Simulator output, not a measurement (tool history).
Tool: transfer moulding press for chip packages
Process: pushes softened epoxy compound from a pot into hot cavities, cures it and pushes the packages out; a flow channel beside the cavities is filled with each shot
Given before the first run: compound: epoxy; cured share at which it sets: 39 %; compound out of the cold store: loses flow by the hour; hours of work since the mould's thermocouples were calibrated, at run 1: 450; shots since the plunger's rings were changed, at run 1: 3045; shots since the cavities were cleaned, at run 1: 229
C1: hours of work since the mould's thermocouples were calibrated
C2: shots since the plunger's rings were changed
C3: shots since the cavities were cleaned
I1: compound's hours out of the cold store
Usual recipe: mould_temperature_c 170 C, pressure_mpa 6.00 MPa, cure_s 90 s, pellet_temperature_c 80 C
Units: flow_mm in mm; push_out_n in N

run 1 hour=0.0 | mould_temperature_c=170 pressure_mpa=6.00 cure_s=90 pellet_temperature_c=80 | C1=450 C2=3045 C3=229 | I1=8.2 | flow_mm=962 push_out_n=370
-- hour=41.1 cavities cleaned with cleaning compound and waxed
run 2 hour=41.1 | mould_temperature_c=170 pressure_mpa=6.00 cure_s=90 pellet_temperature_c=80 | C1=468 C2=3371 C3=0 | I1=33.6 | flow_mm=848 push_out_n=289
-- hour=50.1 plunger's sealing rings changed
-- hour=87.1 mould's thermocouples calibrated
run 3 hour=91.0 | mould_temperature_c=170 pressure_mpa=6.00 cure_s=90 pellet_temperature_c=81 | C1=2 C2=320 C3=374 | I1=22.5 | flow_mm=944 push_out_n=412
-- hour=112.6 cavities cleaned with cleaning compound and waxed
run 4 hour=132.1 | mould_temperature_c=170 pressure_mpa=6.00 cure_s=90 pellet_temperature_c=81 | C1=20 C2=647 C3=161 | I1=36.3 | flow_mm=880 push_out_n=355
run 5 hour=159.3 | mould_temperature_c=170 pressure_mpa=6.00 cure_s=90 pellet_temperature_c=81 | C1=32 C2=871 C3=385 | I1=38.8 | flow_mm=860 push_out_n=423
-- hour=179.7 cavities cleaned with cleaning compound and waxed
run 6 hour=208.1 | mould_temperature_c=170 pressure_mpa=6.00 cure_s=90 pellet_temperature_c=80 | C1=54 C2=1261 C3=234 | I1=8.9 | flow_mm=981 push_out_n=409
-- hour=246.4 cavities cleaned with cleaning compound and waxed
run 7 hour=251.4 | mould_temperature_c=170 pressure_mpa=6.00 cure_s=90 pellet_temperature_c=80 | C1=73 C2=1605 C3=40 | I1=30.7 | flow_mm=874 push_out_n=305
run 8 hour=279.0 | mould_temperature_c=170 pressure_mpa=6.00 cure_s=90 pellet_temperature_c=80 | C1=85 C2=1833 C3=268 | I1=18.4 | flow_mm=940 push_out_n=386
-- hour=314.7 cavities cleaned with cleaning compound and waxed
run 9 hour=322.5 | mould_temperature_c=170 pressure_mpa=6.00 cure_s=90 pellet_temperature_c=80 | C1=105 C2=2180 C3=65 | I1=19.2 | flow_mm=922 push_out_n=321
run 10 hour=364.0 | mould_temperature_c=170 pressure_mpa=6.00 cure_s=90 pellet_temperature_c=80 | C1=123 C2=2521 C3=406 | I1=39.5 | flow_mm=836 push_out_n=414
-- hour=381.8 cavities cleaned with cleaning compound and waxed
run 11 hour=390.7 | mould_temperature_c=170 pressure_mpa=6.00 cure_s=90 pellet_temperature_c=80 | C1=135 C2=2729 C3=73 | I1=8.3 | flow_mm=957 push_out_n=327
run 12 hour=420.8 | mould_temperature_c=170 pressure_mpa=6.00 cure_s=90 pellet_temperature_c=80 | C1=149 C2=2977 C3=321 | I1=28.6 | flow_mm=880 push_out_n=384
run 13 hour=445.1 | mould_temperature_c=170 pressure_mpa=6.00 cure_s=90 pellet_temperature_c=80 | C1=160 C2=3177 C3=521 | I1=14.5 | flow_mm=921 push_out_n=464
-- hour=449.1 cavities cleaned with cleaning compound and waxed
-- hour=480.4 plunger's sealing rings changed
run 14 hour=485.4 | mould_temperature_c=173 pressure_mpa=6.00 cure_s=90 pellet_temperature_c=80 | C1=176 C2=41 C3=279 | I1=28.5 | flow_mm=907 push_out_n=330
-- hour=518.3 cavities cleaned with cleaning compound and waxed
run 15 hour=524.3 | mould_temperature_c=176 pressure_mpa=6.00 cure_s=102 pellet_temperature_c=87 | C1=193 C2=349 C3=49 | I1=45.3 | flow_mm=837 push_out_n=243
run 16 hour=559.6 | mould_temperature_c=176 pressure_mpa=6.00 cure_s=119 pellet_temperature_c=87 | C1=209 C2=640 C3=340 | I1=19.5 | flow_mm=929 push_out_n=318
-- hour=585.8 cavities cleaned with cleaning compound and waxed
run 17 hour=605.5 | mould_temperature_c=170 pressure_mpa=6.00 cure_s=88 pellet_temperature_c=83 | C1=230 C2=1007 C3=163 | I1=39.2 | flow_mm=858 push_out_n=363
run 18 hour=625.8 | mould_temperature_c=173 pressure_mpa=6.73 cure_s=75 pellet_temperature_c=83 | C1=239 C2=1174 C3=330 | I1=36.3 | flow_mm=909 push_out_n=475
-- hour=656.4 cavities cleaned with cleaning compound and waxed
run 19 hour=662.6 | mould_temperature_c=173 pressure_mpa=5.24 cure_s=75 pellet_temperature_c=83 | C1=255 C2=1465 C3=52 | I1=42.7 | flow_mm=782 push_out_n=364
run 20 hour=709.8 | mould_temperature_c=170 pressure_mpa=6.00 cure_s=76 pellet_temperature_c=83 | C1=276 C2=1854 C3=441 | I1=35.7 | flow_mm=868 push_out_n=582
-- hour=723.6 cavities cleaned with cleaning compound and waxed
run 21 hour=756.3 | mould_temperature_c=164 pressure_mpa=5.45 cure_s=71 pellet_temperature_c=88 | C1=297 C2=2224 C3=269 | I1=39.6 | flow_mm=817 push_out_n=925
-- hour=791.8 cavities cleaned with cleaning compound and waxed
run 22 hour=796.0 | mould_temperature_c=164 pressure_mpa=5.45 cure_s=71 pellet_temperature_c=88 | C1=314 C2=2540 C3=35 | I1=19.6 | flow_mm=907 push_out_n=782
run 23 hour=835.4 | mould_temperature_c=163 pressure_mpa=6.00 cure_s=83 pellet_temperature_c=71 | C1=332 C2=2864 C3=359 | I1=44.1 | flow_mm=833 push_out_n=753
-- hour=860.0 cavities cleaned with cleaning compound and waxed
run 24 hour=863.3 | mould_temperature_c=170 pressure_mpa=6.00 cure_s=83 pellet_temperature_c=78 | C1=344 C2=3082 C3=27 | I1=25.1 | flow_mm=882 push_out_n=358
run 25 hour=888.2 | mould_temperature_c=168 pressure_mpa=4.68 cure_s=102 pellet_temperature_c=73 | C1=356 C2=3287 C3=232 | I1=24.4 | flow_mm=794 push_out_n=330

3 options for the next run, each taken on its own from the tool as it stands now. Forecast them:
-- hour=909.1 plunger's sealing rings changed
run A hour=925.6 | mould_temperature_c=163 pressure_mpa=5.25 cure_s=90 pellet_temperature_c=80 | C1=372 C2=136 C3=520 | I1=23.9 | flow_mm=? push_out_n=?
-- hour=909.1 plunger's sealing rings changed
run B hour=925.6 | mould_temperature_c=168 pressure_mpa=6.00 cure_s=90 pellet_temperature_c=80 | C1=372 C2=136 C3=520 | I1=44.3 | flow_mm=? push_out_n=?
-- hour=909.1 plunger's sealing rings changed
run C hour=925.6 | mould_temperature_c=164 pressure_mpa=6.37 cure_s=90 pellet_temperature_c=80 | C1=372 C2=136 C3=520 | I1=37.5 | flow_mm=? push_out_n=?

run=A flow_mm=901 push_out_n=702
run=B flow_mm=861 push_out_n=472
run=C flow_mm=936 push_out_n=602
Without the tool's hidden state the same runs would have given:
run=A flow_mm=905 push_out_n=477
run=B flow_mm=865 push_out_n=318
run=C flow_mm=940 push_out_n=409

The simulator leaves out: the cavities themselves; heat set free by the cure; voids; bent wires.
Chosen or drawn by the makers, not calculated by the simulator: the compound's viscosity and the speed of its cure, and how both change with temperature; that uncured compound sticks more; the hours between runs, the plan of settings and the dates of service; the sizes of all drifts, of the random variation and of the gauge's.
